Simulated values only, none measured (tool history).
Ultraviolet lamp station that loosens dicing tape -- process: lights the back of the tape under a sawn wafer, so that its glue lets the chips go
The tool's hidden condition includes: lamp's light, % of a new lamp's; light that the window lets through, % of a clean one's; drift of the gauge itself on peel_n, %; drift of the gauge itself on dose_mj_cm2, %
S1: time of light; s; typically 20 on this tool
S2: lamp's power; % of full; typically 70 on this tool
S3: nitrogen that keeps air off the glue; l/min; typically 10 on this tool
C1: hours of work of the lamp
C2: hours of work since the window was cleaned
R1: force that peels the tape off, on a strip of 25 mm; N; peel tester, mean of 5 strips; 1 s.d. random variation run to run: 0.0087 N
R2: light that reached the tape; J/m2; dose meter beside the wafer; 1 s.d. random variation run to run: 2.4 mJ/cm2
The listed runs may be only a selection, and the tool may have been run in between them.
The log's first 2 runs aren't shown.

run,hour,S1,S2,S3,C1,C2,R1,R2
3,109.3,20,70,10,73,52,0.620,1980
4,148.1,20,70,10,96,76,0.678,1960
5,202.8,20,70,10,130,109,0.725,1870
6,255.5,20,70,10,162,141,0.808,1790
7,324.4,20,70,10,205,184,0.915,1650
# hour 387.3: window cleaned of glue's vapour
8,395.2,20,70,10,248,5,0.433,2400
# hour 452.0: window cleaned of glue's vapour, once more
9,474.1,20,70,10,296,14,0.474,2340
10,539.8,20,70,10,336,54,0.508,2290
11,588.0,20,70,8,366,84,0.624,2200
12,637.2,20,70,8,396,114,0.678,2090
13,687.2,20,70,10,427,144,0.599,2020
14,758.6,20,70,10,471,188,0.685,1900
15,802.6,20,70,10,498,215,0.736,1860
# hour 818.8: window cleaned of glue's vapour
16,882.3,35,70,10,546,39,0.254,3630
17,916.0,35,70,10,567,60,0.249,3520
18,978.2,35,70,10,605,98,0.261,3330
19,1013.0,20,70,10,627,119,0.710,1840
20,1081.3,20,70,10,669,161,0.791,1780
21,1128.7,20,70,10,698,190,0.869,1710
# hour 1180.7: window cleaned of glue's vapour
22,1182.0,20,70,10,730,1,0.692,1880

Run 23 comes next. What will it give?
23,1261.0,22,69,10,779,49,?,?

{"run 23": {"R1": 0.676, "R2": 1970}}
On a tool with no hidden condition, and with the same random variation, this run would have come out at R1 0.325 N, R2 2970 J/m2.
